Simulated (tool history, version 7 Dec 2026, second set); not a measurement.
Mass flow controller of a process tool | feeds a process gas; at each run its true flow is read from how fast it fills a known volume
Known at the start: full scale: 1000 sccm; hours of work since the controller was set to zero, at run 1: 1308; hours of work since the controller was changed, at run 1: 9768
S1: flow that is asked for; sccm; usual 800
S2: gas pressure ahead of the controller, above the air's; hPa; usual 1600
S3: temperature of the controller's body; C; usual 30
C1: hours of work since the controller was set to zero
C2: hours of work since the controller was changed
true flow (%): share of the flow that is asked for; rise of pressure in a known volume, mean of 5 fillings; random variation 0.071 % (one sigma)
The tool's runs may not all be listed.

{"run": 1, "day": 0.0, "S1": 800, "S2": 1600, "S3": 30, "C1": 1308, "C2": 9768, "true flow (%)": 99.71}
{"run": 2, "day": 22.296, "S1": 800, "S2": 1600, "S3": 30, "C1": 1723, "C2": 10182, "true flow (%)": 99.89}
{"run": 3, "day": 42.354, "S1": 800, "S2": 1600, "S3": 30, "C1": 2095, "C2": 10555, "true flow (%)": 99.79}
{"run": 4, "day": 57.408, "S1": 379, "S2": 1600, "S3": 30, "C1": 2375, "C2": 10835, "true flow (%)": 98.97}
{"day": 61.879, "done": "controller exchanged for a calibrated one"}
{"run": 5, "day": 76.138, "S1": 379, "S2": 1600, "S3": 30, "C1": 265, "C2": 265, "true flow (%)": 98.89}
{"run": 6, "day": 91.258, "S1": 379, "S2": 1600, "S3": 30, "C1": 546, "C2": 546, "true flow (%)": 99.06}
{"run": 7, "day": 108.7, "S1": 379, "S2": 1600, "S3": 30, "C1": 870, "C2": 870, "true flow (%)": 99.14}
{"run": 8, "day": 131.562, "S1": 379, "S2": 1600, "S3": 30, "C1": 1295, "C2": 1295, "true flow (%)": 98.96}
{"run": 9, "day": 152.062, "S1": 471, "S2": 1600, "S3": 30, "C1": 1676, "C2": 1676, "true flow (%)": 99.27}
{"run": 10, "day": 173.179, "S1": 471, "S2": 1600, "S3": 30, "C1": 2069, "C2": 2069, "true flow (%)": 99.16}
{"run": 11, "day": 195.421, "S1": 800, "S2": 1600, "S3": 39, "C1": 2483, "C2": 2483, "true flow (%)": 100.59}
{"run": 12, "day": 219.188, "S1": 800, "S2": 1600, "S3": 30, "C1": 2924, "C2": 2924, "true flow (%)": 99.83}
{"run": 13, "day": 233.379, "S1": 559, "S2": 1600, "S3": 30, "C1": 3188, "C2": 3188, "true flow (%)": 99.44}
{"run": 14, "day": 255.9, "S1": 800, "S2": 2640, "S3": 30, "C1": 3607, "C2": 3607, "true flow (%)": 100.11}
{"run": 15, "day": 272.721, "S1": 800, "S2": 2640, "S3": 30, "C1": 3919, "C2": 3919, "true flow (%)": 100.16}
{"run": 16, "day": 295.925, "S1": 357, "S2": 2120, "S3": 23, "C1": 4351, "C2": 4351, "true flow (%)": 98.6}
{"run": 17, "day": 317.246, "S1": 160, "S2": 2120, "S3": 21, "C1": 4747, "C2": 4747, "true flow (%)": 98.26}
{"run": 18, "day": 334.708, "S1": 549, "S2": 1600, "S3": 29, "C1": 5072, "C2": 5072, "true flow (%)": 99.27}
{"run": 19, "day": 352.221, "S1": 108, "S2": 1790, "S3": 29, "C1": 5397, "C2": 5397, "true flow (%)": 98.48}
{"run": 20, "day": 375.067, "S1": 203, "S2": 1770, "S3": 29, "C1": 5822, "C2": 5822, "true flow (%)": 98.69}
{"run": 21, "day": 386.442, "S1": 800, "S2": 1600, "S3": 37, "C1": 6034, "C2": 6034, "true flow (%)": 100.37}
{"run": 22, "day": 405.108, "S1": 219, "S2": 2060, "S3": 26, "C1": 6381, "C2": 6381, "true flow (%)": 98.62}
{"run": 23, "day": 415.712, "S1": 219, "S2": 2060, "S3": 26, "C1": 6578, "C2": 6578, "true flow (%)": 98.63}
{"run": 24, "day": 431.967, "S1": 453, "S2": 2690, "S3": 20, "C1": 6880, "C2": 6880, "true flow (%)": 98.79}
{"run": 25, "day": 455.262, "S1": 181, "S2": 2520, "S3": 30, "C1": 7313, "C2": 7313, "true flow (%)": 98.89}
{"run": 26, "day": 476.188, "S1": 129, "S2": 2000, "S3": 39, "C1": 7702, "C2": 7702, "true flow (%)": 99.3}
{"day": 499.154, "done": "controller's zero set anew"}
{"run": 27, "day": 499.154, "S1": 129, "S2": 2000, "S3": 39, "C1": 0, "C2": 8128, "true flow (%)": 99.26}
{"run": 28, "day": 522.812, "S1": 129, "S2": 2300, "S3": 36, "C1": 440, "C2": 8568, "true flow (%)": 99.12}
{"run": 29, "day": 547.279, "S1": 129, "S2": 2300, "S3": 36, "C1": 895, "C2": 9023, "true flow (%)": 99.17}

Forecast each of these 4 alternatives for the next run:
{"run": "A", "day": 558.488, "S1": 147, "S2": 2600, "S3": 26, "C1": 1103, "C2": 9232, "true flow (%)": "?"}
{"run": "B", "day": 558.488, "S1": 129, "S2": 2300, "S3": 23, "C1": 1103, "C2": 9232, "true flow (%)": "?"}
{"run": "C", "day": 558.488, "S1": 800, "S2": 1600, "S3": 36, "C1": 1103, "C2": 9232, "true flow (%)": "?"}
{"run": "D", "day": 558.488, "S1": 572, "S2": 1440, "S3": 28, "C1": 1103, "C2": 9232, "true flow (%)": "?"}

run=A true_flow_(%)=98.62
run=B true_flow_(%)=98.25
run=C true_flow_(%)=100.32
run=D true_flow_(%)=99.15
Without the tool's hidden state the same runs would have given:
run=A true_flow_(%)=98.61
run=B true_flow_(%)=98.24
run=C true_flow_(%)=100.31
run=D true_flow_(%)=99.14
